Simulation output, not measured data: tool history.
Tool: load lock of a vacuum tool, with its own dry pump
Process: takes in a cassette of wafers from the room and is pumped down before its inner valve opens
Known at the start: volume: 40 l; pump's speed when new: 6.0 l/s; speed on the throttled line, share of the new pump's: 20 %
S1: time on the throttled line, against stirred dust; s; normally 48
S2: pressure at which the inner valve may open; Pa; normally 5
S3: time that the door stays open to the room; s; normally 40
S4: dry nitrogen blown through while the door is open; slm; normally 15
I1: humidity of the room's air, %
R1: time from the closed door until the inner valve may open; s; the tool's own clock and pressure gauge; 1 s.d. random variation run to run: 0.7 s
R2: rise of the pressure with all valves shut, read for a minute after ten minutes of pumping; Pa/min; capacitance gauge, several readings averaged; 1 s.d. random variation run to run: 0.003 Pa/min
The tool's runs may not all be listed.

Run 1, hour 0: usual settings; I1 44.4. Result: R1 121.1 s, R2 0.286 Pa/min.
Run 2, hour 249.3: usual settings; I1 47.2. Result: R1 121.6 s, R2 0.305 Pa/min.
Run 3, hour 428.1: usual settings; I1 44.6. Result: R1 122.5 s, R2 0.312 Pa/min.
Run 4, hour 617.5: usual settings; I1 43.4. Result: R1 122 s, R2 0.321 Pa/min.
Run 5, hour 765.8: usual settings; I1 46. Result: R1 122 s, R2 0.336 Pa/min.
At hour 787.3: dry pump taken out, an overhauled one fitted.
Run 6, hour 950.3: usual settings but S3 96 s; I1 47.4. Result: R1 106 s, R2 0.355 Pa/min.
Run 7, hour 1136.3: usual settings; I1 44.4. Result: R1 104 s, R2 0.342 Pa/min.
Run 8, hour 1381.1: usual settings; I1 42.9. Result: R1 104.6 s, R2 0.361 Pa/min.
Run 9, hour 1495.2: usual settings; I1 47.7. Result: R1 105.4 s, R2 0.365 Pa/min.
Run 10, hour 1674: usual settings; I1 44.2. Result: R1 105.3 s, R2 0.372 Pa/min.
Run 11, hour 1908.7: usual settings; I1 47.2. Result: R1 105.8 s, R2 0.4 Pa/min.
Run 12, hour 2041.5: usual settings but S2 6 Pa, S3 182 s; I1 46. Result: R1 103.9 s, R2 0.435 Pa/min.
Run 13, hour 2273: usual settings but S2 6 Pa, S3 182 s; I1 47.5. Result: R1 104.6 s, R2 0.464 Pa/min.
Run 14, hour 2490.8: usual settings but S1 32 s, S2 6 Pa, S3 182 s, S4 38 slm; I1 47.1. Result: R1 91.1 s, R2 0.438 Pa/min.
Run 15, hour 2672.6: usual settings but S1 32 s, S2 8 Pa, S3 53 s, S4 38 slm; I1 44.8. Result: R1 89.3 s, R2 0.419 Pa/min.
Run 16, hour 2902: usual settings but S2 7 Pa, S3 72 s; I1 44.9. Result: R1 104.4 s, R2 0.464 Pa/min.
Run 17, hour 3163.7: usual settings but S2 7 Pa, S3 72 s; I1 41.2. Result: R1 103.7 s, R2 0.463 Pa/min.
Run 18, hour 3418.4: usual settings but S2 7 Pa, S3 72 s; I1 45.8. Result: R1 104 s, R2 0.504 Pa/min.
Run 19, hour 3676.3: usual settings but S1 45 s, S2 9 Pa, S3 126 s, S4 18 slm; I1 48.1. Result: R1 101.3 s, R2 0.531 Pa/min.
Run 20, hour 3887.7: usual settings but S1 46 s; I1 43. Result: R1 106.9 s, R2 0.518 Pa/min.
Run 21, hour 4048.2: usual settings but S1 57 s, S2 9 Pa, S3 114 s, S4 16 slm; I1 43.5. Result: R1 109.8 s, R2 0.551 Pa/min.

For each run, the measured value with the value that run would have given without the tool's hidden condition subtracted. The run-to-run variation is shared by both, the gauge scatter possibly not:
The tool's hidden condition here consists of: pump's speed, % of a new pump's; leak at the door's seal, Pa l/s; drift of the gauge itself on ready_s, %; drift of the gauge itself on rise_pa_min, %.
run     R1      R2
  1  +15.3  +0.245
  2  +15.7  +0.262
  3  +16.3   +0.27
  4  +16.4  +0.277
  5  +16.6  +0.295
  6     -1  +0.297
  7   -0.7   +0.31
  8   -0.5  +0.321
  9   -0.4  +0.326
 10   -0.2   +0.33
 11   +0.1   +0.35
 12   +0.2  +0.355
 13   +0.5  +0.377
 14   +0.9  +0.384
 15   +0.9  +0.392
 16   +1.1   +0.41
 17   +1.3  +0.421
 18   +1.8  +0.448
 19   +1.8  +0.464
 20   +2.4  +0.479
 21   +2.2  +0.489
